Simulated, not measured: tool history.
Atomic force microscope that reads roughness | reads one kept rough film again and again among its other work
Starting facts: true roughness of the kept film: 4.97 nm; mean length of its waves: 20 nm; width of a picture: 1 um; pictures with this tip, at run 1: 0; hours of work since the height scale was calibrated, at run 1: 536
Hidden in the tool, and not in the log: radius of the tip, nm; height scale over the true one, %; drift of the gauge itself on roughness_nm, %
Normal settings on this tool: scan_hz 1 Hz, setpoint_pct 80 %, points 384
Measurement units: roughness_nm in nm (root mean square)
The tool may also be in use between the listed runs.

run,hour,scan_hz,setpoint_pct,points,pictures with this tip,hours of work since the height scale was calibrated,roughness_nm
1,0,1,80,384,0,536,3.71
2,17.4,1,80,384,39,547,3.102
3,42.1,1,80,384,94,563,2.472
# hour 63.6: new tip fitted
4,79.2,1,80,384,35,587,3.173
5,98,1.69,80,384,77,599,2.549
# hour 126.5: new tip fitted
6,138.1,1.69,80,384,26,625,3.194
7,174.2,1.69,80,384,107,648,2.286
# hour 191.7: new tip fitted
8,197.9,1.69,80,384,14,663,3.443
9,217.1,1,80,680,58,676,2.982
10,235.2,2.57,68,680,98,687,2.542
# hour 254.9: new tip fitted
11,262,1.88,80,384,16,704,3.396
12,292.3,1.88,80,384,84,724,2.54
13,308.7,1.88,80,384,121,735,2.224
# hour 319.4: new tip fitted
14,328.1,1.88,59,478,20,747,3.429
15,364.7,1.88,59,995,102,771,2.501

Across each entry between runs, compare the hidden state at the last listed run before it with the hidden state at the first listed run after it:
After run 3, before run 4: new tip fitted (hour 63.6)
  radius of the tip, nm: 18.5 -> 10; height scale over the true one, %: -0.6 -> -0.63
  measured value less the no-hidden-state value, roughness_nm: -1.337 -> -0.652 nm (root mean square)
After run 5, before run 6: new tip fitted (hour 126.5)
  radius of the tip, nm: 16.4 -> 8.8; height scale over the true one, %: -0.64 -> -0.68
  measured value less the no-hidden-state value, roughness_nm: -1.17 -> -0.505 nm (root mean square)
After run 7, before run 8: new tip fitted (hour 191.7)
  radius of the tip, nm: 20.7 -> 7.1; height scale over the true one, %: -0.7 -> -0.72
  measured value less the no-hidden-state value, roughness_nm: -1.442 -> -0.319 nm (root mean square)
After run 10, before run 11: new tip fitted (hour 254.9)
  radius of the tip, nm: 17.6 -> 7.2; height scale over the true one, %: -0.75 -> -0.77
  measured value less the no-hidden-state value, roughness_nm: -1.29 -> -0.321 nm (root mean square)
After run 13, before run 14: new tip fitted (hour 319.4)
  radius of the tip, nm: 21.8 -> 8.1; height scale over the true one, %: -0.81 -> -0.83
  measured value less the no-hidden-state value, roughness_nm: -1.5 -> -0.445 nm (root mean square)
